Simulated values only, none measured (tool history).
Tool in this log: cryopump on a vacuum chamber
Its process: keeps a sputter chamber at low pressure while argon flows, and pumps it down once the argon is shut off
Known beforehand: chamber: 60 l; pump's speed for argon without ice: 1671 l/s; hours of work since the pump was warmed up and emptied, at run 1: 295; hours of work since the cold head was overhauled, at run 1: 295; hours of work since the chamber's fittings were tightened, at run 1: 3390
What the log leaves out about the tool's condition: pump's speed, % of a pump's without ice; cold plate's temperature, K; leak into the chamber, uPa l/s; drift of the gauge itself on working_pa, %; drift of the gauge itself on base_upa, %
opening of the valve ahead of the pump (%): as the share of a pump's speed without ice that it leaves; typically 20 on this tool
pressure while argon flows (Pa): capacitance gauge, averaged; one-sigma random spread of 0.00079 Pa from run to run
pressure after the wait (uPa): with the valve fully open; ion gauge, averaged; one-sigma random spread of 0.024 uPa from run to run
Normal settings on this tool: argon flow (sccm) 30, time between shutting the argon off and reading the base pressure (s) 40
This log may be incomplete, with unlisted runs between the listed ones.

run	hour	argon flow (sccm)	time between shutting the argon off and reading the base pressure (s)	opening of the valve ahead of the pump (%)	hours of work since the pump was warmed up and emptied	hours of work since the cold head was overhauled	hours of work since the chamber's fittings were tightened	pressure while argon flows (Pa)	pressure after the wait (uPa)
1	0.0	30	40	20	295	295	3390	0.1562	1.81
2	78.1	30	40	42	342	342	3437	0.0777	1.93
3	166.4	30	40	42	395	395	3490	0.0790	2.05
4	220.1	30	40	20	428	428	3523	0.1590	2.05
5	283.6	30	40	20	466	466	3561	0.1596	2.14
6	335.3	30	40	28	497	497	3592	0.1165	2.08
7	399.0	30	68	28	535	535	3630	0.1172	1.85
8	458.5	30	40	20	571	571	3666	0.1601	2.12
9	553.2	30	172	20	628	628	3723	0.1629	1.79
10	603.8	30	40	20	659	659	3753	0.1647	2.25
11	648.3	30	40	20	685	685	3780	0.1642	2.30
12	691.3	30	40	20	711	711	3806	0.1646	2.38
# hour 740.4: pump warmed up, emptied and cooled again
13	763.3	30	40	20	14	752	3846	0.1516	1.91
14	831.2	30	40	20	55	792	3887	0.1537	1.89
# hour 906.3: leaking fittings of the chamber tightened, without venting
15	919.8	27	40	20	107	845	8	0.1382	0.91
16	981.8	30	40	20	144	882	45	0.1552	0.92
17	1039.3	30	40	20	179	917	80	0.1539	0.94
18	1104.7	30	40	20	218	956	119	0.1549	0.90
19	1157.0	47	33	21	250	987	151	0.2334	1.05
20	1247.1	41	28	38	304	1042	205	0.1158	1.29
21	1320.2	16	214	24	348	1086	249	0.0697	0.43
22	1371.8	16	214	24	379	1117	280	0.0694	0.45
23	1415.5	16	214	24	405	1143	307	0.0708	0.48
24	1464.7	33	40	21	435	1173	336	0.1669	1.04
25	1535.0	17	26	22	477	1215	378	0.0817	1.40
26	1597.7	14	164	18	515	1253	416	0.0828	0.57
27	1658.2	32	164	16	551	1289	453	0.2101	0.56
28	1743.9	32	44	16	603	1341	504	0.2149	1.00
29	1809.4	18	27	20	642	1380	544	0.0971	1.41
30	1902.2	18	27	20	698	1436	599	0.0984	1.49
# hour 1970.2: pump warmed up, emptied and cooled again
31	1988.8	30	59	21	11	1485	649	0.1443	0.81
32	2033.5	58	36	36	38	1512	675	0.1645	1.12
33	2095.7	30	40	16	76	1549	713	0.1920	1.12
34	2196.3	30	97	20	136	1610	773	0.1526	0.69

Here are 4 independent what-if runs from the current tool condition. What would each one return?
A	2288.0	30	218	20	191	1665	829	?	?
B	2288.0	51	98	48	191	1665	829	?	?
C	2288.0	30	65	20	191	1665	829	?	?
D	2288.0	24	97	49	191	1665	829	?	?

run	pressure while argon flows (Pa)	pressure after the wait (uPa)
A	0.1552	0.57
B	0.1139	0.73
C	0.1560	0.87
D	0.0530	0.72
What these runs would have given with no unlogged condition in the tool:
run	pressure while argon flows (Pa)	pressure after the wait (uPa)
A	0.1519	0.28
B	0.1083	0.45
C	0.1527	0.58
D	0.0503	0.43
